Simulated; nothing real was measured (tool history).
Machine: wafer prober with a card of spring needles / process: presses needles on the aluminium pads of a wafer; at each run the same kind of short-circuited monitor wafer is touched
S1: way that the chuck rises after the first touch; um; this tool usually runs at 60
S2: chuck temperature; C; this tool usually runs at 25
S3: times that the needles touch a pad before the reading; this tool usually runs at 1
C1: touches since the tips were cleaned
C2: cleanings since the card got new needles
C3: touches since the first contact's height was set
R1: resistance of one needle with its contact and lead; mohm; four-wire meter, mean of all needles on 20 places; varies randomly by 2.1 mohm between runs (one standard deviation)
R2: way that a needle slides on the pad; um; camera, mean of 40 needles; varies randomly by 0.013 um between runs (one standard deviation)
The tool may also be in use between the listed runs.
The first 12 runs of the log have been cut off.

Run 13, hour 100.1: usual settings; C1 8072; C2 30; C3 4965. Result: R1 430 mohm, R2 12.43 um.
At hour 101.7: tips cleaned on abrasive film.
Run 14, hour 108.7: usual settings; C1 4260; C2 31; C3 10153. Result: R1 379 mohm, R2 12.42 um.
Run 15, hour 113.9: usual settings but S3 2; C1 7475; C2 31; C3 13368. Result: R1 347 mohm, R2 12.44 um.
At hour 117.1: tips cleaned on abrasive film.
Run 16, hour 122.0: usual settings but S1 49 um; C1 3010; C2 32; C3 18267. Result: R1 411 mohm, R2 10.11 um.
Run 17, hour 128.8: usual settings but S1 49 um; C1 7182; C2 32; C3 22439. Result: R1 513 mohm, R2 10.10 um.
At hour 131.8: tips cleaned on abrasive film.
Run 18, hour 133.8: usual settings but S2 47 C; C1 1197; C2 33; C3 25441. Result: R1 297 mohm, R2 12.40 um.
Run 19, hour 141.5: usual settings but S2 86 C; C1 5925; C2 33; C3 30169. Result: R1 402 mohm, R2 12.38 um.
At hour 146.6: tips cleaned on abrasive film.
Run 20, hour 147.0: usual settings but S1 68 um, S2 52 C; C1 249; C2 34; C3 33491. Result: R1 252 mohm, R2 14.04 um.
Run 21, hour 153.6: usual settings but S1 48 um, S2 34 C, S3 2; C1 4263; C2 34; C3 37505. Result: R1 367 mohm, R2 9.89 um.
Run 22, hour 158.9: usual settings but S1 62 um; C1 7537; C2 34; C3 40779. Result: R1 415 mohm, R2 12.78 um.
At hour 161.9: tips cleaned on abrasive film.
Run 23, hour 170.0: usual settings but S2 47 C, S3 2; C1 4943; C2 35; C3 47500. Result: R1 327 mohm, R2 12.36 um.
At hour 177.1: tips cleaned on abrasive film.
Run 24, hour 179.4: usual settings but S2 47 C, S3 2; C1 1406; C2 36; C3 53239. Result: R1 276 mohm, R2 12.33 um.
Run 25, hour 186.4: usual settings but S2 47 C, S3 2; C1 5684; C2 36; C3 57517. Result: R1 330 mohm, R2 12.34 um.
At hour 192.2: tips cleaned on abrasive film.
Run 26, hour 195.8: usual settings but S2 48 C; C1 2250; C2 37; C3 63264. Result: R1 340 mohm, R2 12.34 um.
Run 27, hour 203.1: usual settings but S1 59 um; C1 6679; C2 37; C3 67693. Result: R1 423 mohm, R2 12.12 um.
At hour 207.1: tips cleaned on abrasive film.
Run 28, hour 210.0: usual settings but S1 59 um, S2 67 C; C1 1836; C2 38; C3 71911. Result: R1 322 mohm, R2 12.12 um.
Run 29, hour 216.6: usual settings but S2 33 C, S3 2; C1 5858; C2 38; C3 75933. Result: R1 332 mohm, R2 12.30 um.
At hour 222.0: tips cleaned on abrasive film.
Run 30, hour 223.5: usual settings but S2 33 C, S3 2; C1 978; C2 39; C3 80135. Result: R1 266 mohm, R2 12.28 um.
Run 31, hour 232.7: usual settings but S1 54 um; C1 6610; C2 39; C3 85767. Result: R1 467 mohm, R2 11.06 um.
At hour 236.8: tips cleaned on abrasive film.
Run 32, hour 237.9: usual settings but S1 54 um; C1 665; C2 40; C3 88862. Result: R1 296 mohm, R2 11.03 um.
Run 33, hour 246.4: usual settings but S1 44 um; C1 5895; C2 40; C3 94092. Result: R1 564 mohm, R2 8.96 um.
At hour 251.8: tips cleaned on abrasive film.
Run 34, hour 255.0: usual settings but S1 44 um; C1 1946; C2 41; C3 99317. Result: R1 405 mohm, R2 8.92 um.
Run 35, hour 264.2: usual settings but S1 50 um, S2 91 C; C1 7570; C2 41; C3 104941. Result: R1 514 mohm, R2 10.19 um.

3 options for the next run, each taken on its own from the tool as it stands now. Forecast them:
At hour 266.6: tips cleaned on abrasive film.
Run A, hour 274.2: usual settings but S1 64 um, S2 81 C; C1 4678; C2 42; C3 111044. Result: R1 ?, R2 ?.
At hour 266.6: tips cleaned on abrasive film.
Run B, hour 274.2: usual settings but S1 52 um, S2 50 C, S3 3; C1 4678; C2 42; C3 111044. Result: R1 ?, R2 ?.
At hour 266.6: tips cleaned on abrasive film.
Run C, hour 274.2: usual settings but S2 73 C, S3 3; C1 4678; C2 42; C3 111044. Result: R1 ?, R2 ?.

run   R1     R2
  A  371  13.06
  B  311  10.59
  C  291  12.25
What these runs would have given with no unlogged condition in the tool:
run   R1     R2
  A  237  13.26
  B  235  10.79
  C  236  12.46

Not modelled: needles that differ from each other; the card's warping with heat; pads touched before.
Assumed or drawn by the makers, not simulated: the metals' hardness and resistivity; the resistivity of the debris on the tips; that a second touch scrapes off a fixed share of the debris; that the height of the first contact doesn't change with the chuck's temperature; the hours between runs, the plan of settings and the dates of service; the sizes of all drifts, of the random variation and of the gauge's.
